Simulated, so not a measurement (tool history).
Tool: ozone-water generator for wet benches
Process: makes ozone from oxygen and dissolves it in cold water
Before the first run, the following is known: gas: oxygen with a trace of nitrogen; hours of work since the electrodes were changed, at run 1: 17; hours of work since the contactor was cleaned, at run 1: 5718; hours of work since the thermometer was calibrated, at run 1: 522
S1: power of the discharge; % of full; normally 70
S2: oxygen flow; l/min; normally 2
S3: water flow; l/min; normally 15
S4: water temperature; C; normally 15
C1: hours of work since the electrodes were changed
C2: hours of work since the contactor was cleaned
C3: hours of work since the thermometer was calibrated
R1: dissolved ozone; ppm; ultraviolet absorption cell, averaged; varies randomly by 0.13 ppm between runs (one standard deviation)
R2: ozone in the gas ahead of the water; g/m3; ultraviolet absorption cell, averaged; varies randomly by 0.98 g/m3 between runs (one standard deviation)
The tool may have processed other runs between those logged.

run	day	S1	S2	S3	S4	C1	C2	C3	R1	R2
1	0	70	2	15	15	17	5718	522	13.1	167.1
2	1.475	70	2	15	15	42	5744	548	13.2	166.8
3	2.817	70	2	15	15	66	5767	571	13	168.9
4	3.675	70	2	10	15	81	5782	586	18.4	170.4
5	4.967	70	2	10	15	103	5804	608	18.2	170.7
6	6.296	70	3.33	15	15	126	5828	631	13.8	128.6
7	6.925	70	2	15	15	137	5838	642	13.1	170.8
8	8.108	70	2	15	15	157	5859	663	12.9	170.4
9	9.321	70	2	15	15	178	5880	684	13	170.3
10	10.138	70	2	13	15	193	5894	698	14.7	171.7
11	11.162	70	2	13	15	210	5912	716	15.1	171.8
12	12.05	70	2	13	15	226	5927	731	14.8	173.1
13	12.933	70	1.82	15	15	241	5943	747	12.8	181.9
# day 13.292: gauge calibrated
14	13.779	70	2	15	15	256	5957	761	13.2	167.5
15	14.55	70	2	15	15	269	5971	774	13	167.2
16	15.362	70	2	15	15	283	5985	789	13.1	168.8
17	16.771	47	2	15	15	307	6009	813	9.6	122.9
18	17.625	47	2	15	15	322	6024	828	9.5	122.8
19	18.258	47	2	15	15	333	6035	839	9.7	124.3
20	19.654	47	2	15	15	357	6059	863	9.6	125.1
21	20.817	70	2	15	12	378	6079	883	13.3	170.8
22	21.508	70	2	15	8	390	6091	895	13.9	170.1
23	22.225	58	2	15	15	402	6103	907	11.3	145.2
24	23.058	65	2.01	14	15	416	6118	922	13.2	161.8
25	24.379	65	2.01	14	15	439	6141	945	13	161
26	25.121	65	2.01	14	15	452	6154	958	13.2	162.1
27	25.783	65	3.26	10	11	464	6165	969	18.9	124.7
28	26.558	65	1.11	10	18	477	6179	983	15.6	225.3
29	27.646	61	1.53	10	15	496	6197	1001	16.3	182.5
30	29.075	99	1.58	14	19	521	6222	1026	17.3	262.5
31	30.292	99	1.58	14	19	542	6243	1047	16.9	259.9
32	31.762	99	1.58	14	19	567	6269	1073	17.1	264.8

Difference, measured minus no-hidden-state, one row per run. Run-to-run variation is common to both terms; the gauge's own scatter need not be:
The hidden state here: yield of the discharge, % of new electrodes'; contactor's efficiency, % of a clean one's; true water temperature over the reading, C; drift of the gauge itself on ozone_ppm, %; drift of the gauge itself on gas_g_m3, %.
run	R2
1	+0
2	+0.5
3	+1
4	+1.4
5	+1.9
6	+1.7
7	+2.6
8	+3
9	+3.4
10	+3.8
11	+4.2
12	+4.5
13	+5.1
14	+0.1
15	+0.5
16	+0.8
17	+1
18	+1.1
19	+1.3
20	+1.7
21	+2.8
22	+3
23	+2.8
24	+3.4
25	+3.8
26	+4.1
27	+3.3
28	+6.4
29	+5.6
30	+8.8
31	+9.4
32	+10.4
R1: differs from the measured result by no more than 0.1 ppm in any run.
